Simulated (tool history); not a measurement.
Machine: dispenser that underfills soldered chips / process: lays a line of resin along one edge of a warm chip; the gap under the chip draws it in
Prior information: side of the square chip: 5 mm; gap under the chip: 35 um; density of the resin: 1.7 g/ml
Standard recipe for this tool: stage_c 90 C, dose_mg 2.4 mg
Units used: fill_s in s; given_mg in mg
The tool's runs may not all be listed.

{"run": 1, "day": 0.0, "stage_c": 90, "dose_mg": 2.4, "fill_s": 21, "given_mg": 2.358}
{"run": 2, "day": 0.217, "stage_c": 97, "dose_mg": 2.4, "fill_s": 19, "given_mg": 2.367}
{"day": 0.271, "done": "new syringe of resin"}
{"run": 3, "day": 0.562, "stage_c": 97, "dose_mg": 2.4, "fill_s": 17.6, "given_mg": 2.352}
{"day": 0.7, "done": "new syringe of resin"}
{"run": 4, "day": 0.758, "stage_c": 97, "dose_mg": 2.4, "fill_s": 14.8, "given_mg": 2.336}
{"run": 5, "day": 1.05, "stage_c": 90, "dose_mg": 2.55, "fill_s": 24.7, "given_mg": 2.475}
{"day": 1.125, "done": "new syringe of resin"}
{"run": 6, "day": 1.375, "stage_c": 92, "dose_mg": 2.55, "fill_s": 20.8, "given_mg": 2.462}
{"day": 1.538, "done": "new syringe of resin"}
{"run": 7, "day": 1.654, "stage_c": 80, "dose_mg": 2.4, "fill_s": 33.6, "given_mg": 2.308}
{"run": 8, "day": 1.904, "stage_c": 80, "dose_mg": 2.4, "fill_s": 41.4, "given_mg": 2.301}
{"day": 1.942, "done": "new syringe of resin"}
{"run": 9, "day": 2.262, "stage_c": 80, "dose_mg": 2.4, "fill_s": 39.1, "given_mg": 2.289}
{"day": 2.346, "done": "new syringe of resin"}
{"run": 10, "day": 2.525, "stage_c": 80, "dose_mg": 2.4, "fill_s": 35.2, "given_mg": 2.285}
{"day": 2.758, "done": "new syringe of resin"}
{"run": 11, "day": 2.783, "stage_c": 76, "dose_mg": 2.4, "fill_s": 36.6, "given_mg": 2.264}
{"day": 2.912, "done": "dispensing valve cleaned and set on the balance"}
{"run": 12, "day": 3.175, "stage_c": 75, "dose_mg": 2.66, "fill_s": 51.3, "given_mg": 2.651}
{"day": 3.225, "done": "new syringe of resin"}
{"run": 13, "day": 3.542, "stage_c": 101, "dose_mg": 2.39, "fill_s": 15.1, "given_mg": 2.365}
{"day": 3.642, "done": "new syringe of resin"}
{"run": 14, "day": 3.783, "stage_c": 101, "dose_mg": 2.39, "fill_s": 12.7, "given_mg": 2.357}
{"run": 15, "day": 3.975, "stage_c": 80, "dose_mg": 2.29, "fill_s": 38.6, "given_mg": 2.243}
{"day": 4.046, "done": "new syringe of resin"}
{"run": 16, "day": 4.292, "stage_c": 93, "dose_mg": 2.66, "fill_s": 18.5, "given_mg": 2.605}
{"day": 4.454, "done": "new syringe of resin"}
{"run": 17, "day": 4.679, "stage_c": 93, "dose_mg": 2.66, "fill_s": 18.7, "given_mg": 2.599}
{"day": 4.879, "done": "new syringe of resin"}
{"run": 18, "day": 5.075, "stage_c": 76, "dose_mg": 2.89, "fill_s": 42.1, "given_mg": 2.806}
{"day": 5.3, "done": "new syringe of resin"}
{"run": 19, "day": 5.346, "stage_c": 79, "dose_mg": 2.4, "fill_s": 32.3, "given_mg": 2.318}

Estimate the outcome of run 20 from the log above:
{"run": 20, "day": 5.521, "stage_c": 79, "dose_mg": 2.4, "fill_s": "?", "given_mg": "?"}

{"run 20": {"fill_s": 37, "given_mg": 2.313}}
With no hidden state in the tool, this same run would have given fill_s 33.6 s, given_mg 2.404 mg.
